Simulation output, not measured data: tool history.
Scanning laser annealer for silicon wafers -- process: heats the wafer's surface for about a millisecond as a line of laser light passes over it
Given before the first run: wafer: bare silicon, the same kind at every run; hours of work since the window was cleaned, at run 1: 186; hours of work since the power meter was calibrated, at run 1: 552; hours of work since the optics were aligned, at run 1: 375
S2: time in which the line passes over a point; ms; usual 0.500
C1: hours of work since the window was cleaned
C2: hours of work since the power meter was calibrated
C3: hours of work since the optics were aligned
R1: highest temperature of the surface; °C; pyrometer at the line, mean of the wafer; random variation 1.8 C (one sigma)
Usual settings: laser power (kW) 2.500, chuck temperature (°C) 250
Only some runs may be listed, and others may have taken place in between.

Run 1, day 0.000: usual settings; C1 186; C2 552; C3 375. Result: R1 972 °C.
Run 2, day 1.071: usual settings but chuck temperature (°C) 240; C1 205; C2 570; C3 393. Result: R1 952 °C.
Run 3, day 2.404: usual settings; C1 227; C2 593; C3 416. Result: R1 964 °C.
Run 4, day 3.842: usual settings; C1 252; C2 617; C3 440. Result: R1 964 °C.
Run 5, day 4.925: usual settings but chuck temperature (°C) 283; C1 270; C2 636; C3 458. Result: R1 992 °C.
Run 6, day 6.171: usual settings but laser power (kW) 2.276; C1 291; C2 657; C3 480. Result: R1 890 °C.
Run 7, day 8.112: usual settings but laser power (kW) 2.276; C1 324; C2 690; C3 513. Result: R1 884 °C.
Run 8, day 9.883: usual settings but chuck temperature (°C) 274; C1 355; C2 720; C3 543. Result: R1 973 °C.
Run 9, day 11.850: usual settings but chuck temperature (°C) 274; C1 388; C2 754; C3 576. Result: R1 973 °C.
At day 12.654: window over the wafer cleaned.
Run 10, day 12.850: usual settings but chuck temperature (°C) 274; C1 3; C2 769; C3 592. Result: R1 1005 °C.
Run 11, day 14.962: usual settings but chuck temperature (°C) 274; C1 39; C2 805; C3 628. Result: R1 1001 °C.
Run 12, day 17.021: usual settings but chuck temperature (°C) 274; C1 74; C2 840; C3 663. Result: R1 996 °C.
Run 13, day 18.571: usual settings; C1 101; C2 867; C3 689. Result: R1 974 °C.
Run 14, day 20.096: usual settings but chuck temperature (°C) 220; C1 127; C2 893; C3 715. Result: R1 938 °C.
At day 20.342: laser's power meter calibrated.
Run 15, day 21.146: usual settings; C1 142; C2 14; C3 731. Result: R1 965 °C.
Run 16, day 22.196: usual settings but chuck temperature (°C) 280; C1 160; C2 31; C3 749. Result: R1 991 °C.
Run 17, day 23.267: usual settings but chuck temperature (°C) 280; C1 178; C2 50; C3 767. Result: R1 991 °C.
Run 18, day 24.962: usual settings but S2 0.423 ms; C1 207; C2 79; C3 796. Result: R1 900 °C.
Run 19, day 26.225: usual settings; C1 229; C2 100; C3 817. Result: R1 954 °C.
Run 20, day 28.125: usual settings; C1 261; C2 132; C3 849. Result: R1 950 °C.
Run 21, day 29.188: usual settings; C1 279; C2 150; C3 868. Result: R1 951 °C.
At day 29.725: laser's power meter calibrated, once more.
At day 30.229: optics aligned, line set to its width.
Run 22, day 31.200: usual settings but laser power (kW) 2.712; C1 308; C2 22; C3 17. Result: R1 1035 °C.
Run 23, day 32.354: usual settings but laser power (kW) 2.546, S2 0.589 ms; C1 327; C2 41; C3 36. Result: R1 1046 °C.
Run 24, day 33.462: usual settings but laser power (kW) 2.546, S2 0.589 ms; C1 346; C2 60; C3 55. Result: R1 1042 °C.
Run 25, day 35.350: usual settings but laser power (kW) 2.498, S2 0.607 ms, chuck temperature (°C) 269; C1 378; C2 92; C3 87. Result: R1 1054 °C.
At day 36.704: window over the wafer cleaned.
Run 26, day 36.704: usual settings but laser power (kW) 2.440, S2 0.531 ms, chuck temperature (°C) 246; C1 0; C2 114; C3 109. Result: R1 986 °C.
Run 27, day 38.571: usual settings but laser power (kW) 2.440, S2 0.531 ms, chuck temperature (°C) 246; C1 32; C2 145; C3 140. Result: R1 984 °C.
Run 28, day 39.758: usual settings but laser power (kW) 2.440, S2 0.531 ms, chuck temperature (°C) 246; C1 52; C2 166; C3 161. Result: R1 983 °C.
Run 29, day 41.558: usual settings but laser power (kW) 2.440, S2 0.531 ms, chuck temperature (°C) 246; C1 83; C2 196; C3 191. Result: R1 980 °C.
Run 30, day 43.254: usual settings but laser power (kW) 2.663, S2 0.373 ms; C1 111; C2 225; C3 220. Result: R1 928 °C.
Run 31, day 44.117: usual settings but laser power (kW) 2.181, S2 0.597 ms; C1 126; C2 240; C3 235. Result: R1 937 °C.
Run 32, day 45.196: usual settings but laser power (kW) 2.181, S2 0.597 ms; C1 144; C2 258; C3 253. Result: R1 933 °C.
Run 33, day 46.054: usual settings but S2 0.569 ms; C1 159; C2 273; C3 268. Result: R1 1025 °C.
Run 34, day 47.346: usual settings but laser power (kW) 2.629, S2 0.383 ms, chuck temperature (°C) 255; C1 181; C2 295; C3 290. Result: R1 927 °C.
Run 35, day 49.392: usual settings but laser power (kW) 2.629, S2 0.383 ms, chuck temperature (°C) 255; C1 216; C2 330; C3 324. Result: R1 924 °C.
Run 36, day 51.333: usual settings but laser power (kW) 2.629, S2 0.383 ms, chuck temperature (°C) 281; C1 249; C2 363; C3 358. Result: R1 952 °C.
Run 37, day 52.200: usual settings but laser power (kW) 2.629, S2 0.383 ms, chuck temperature (°C) 281; C1 264; C2 377; C3 372. Result: R1 947 °C.
Run 38, day 53.825: usual settings but laser power (kW) 2.629, S2 0.383 ms, chuck temperature (°C) 281; C1 291; C2 405; C3 400. Result: R1 945 °C.
Run 39, day 55.483: usual settings but laser power (kW) 2.679, S2 0.452 ms, chuck temperature (°C) 247; C1 319; C2 433; C3 428. Result: R1 975 °C.
Run 40, day 57.246: usual settings but laser power (kW) 2.679, S2 0.452 ms, chuck temperature (°C) 247; C1 349; C2 463; C3 458. Result: R1 977 °C.
Run 41, day 58.888: usual settings but laser power (kW) 2.679, S2 0.452 ms, chuck temperature (°C) 247; C1 377; C2 491; C3 486. Result: R1 973 °C.

Selected run-to-run steps in R1, each split into two signed amounts: the part the tool would show with no hidden state at all (from settings, incoming material and random variation), and the remainder, which goes to the hidden state together with any gauge scatter not common to the measured and the hidden-state-free results:
The hidden state here: light that passes the window, % of a clean one's; laser's true power over the reading, %; width of the line over the set one, %; drift of the gauge itself on peak_c, C.
Run 5 -> 6: laser power (kW) 2.500 -> 2.276, chuck temperature (°C) 283 -> 250. R1 -102 °C: hidden state +2, all else -104.
Run 9 -> 10: window over the wafer cleaned. R1 +32 °C: hidden state +32, all else +0.
Run 21 -> 22: laser power (kW) 2.500 -> 2.712, laser's power meter calibrated, once more, optics aligned, line set to its width. R1 +84 °C: hidden state +15, all else +69.
Run 25 -> 26: laser power (kW) 2.498 -> 2.440, S2 0.607 -> 0.531, chuck temperature (°C) 269 -> 246, window over the wafer cleaned. R1 -68 °C: hidden state +31, all else -99.
Run 32 -> 33: laser power (kW) 2.181 -> 2.500, S2 0.597 -> 0.569. R1 +92 °C: hidden state -3, all else +95.
Run 33 -> 34: laser power (kW) 2.500 -> 2.629, S2 0.569 -> 0.383, chuck temperature (°C) 250 -> 255. R1 -98 °C: hidden state +1, all else -99.

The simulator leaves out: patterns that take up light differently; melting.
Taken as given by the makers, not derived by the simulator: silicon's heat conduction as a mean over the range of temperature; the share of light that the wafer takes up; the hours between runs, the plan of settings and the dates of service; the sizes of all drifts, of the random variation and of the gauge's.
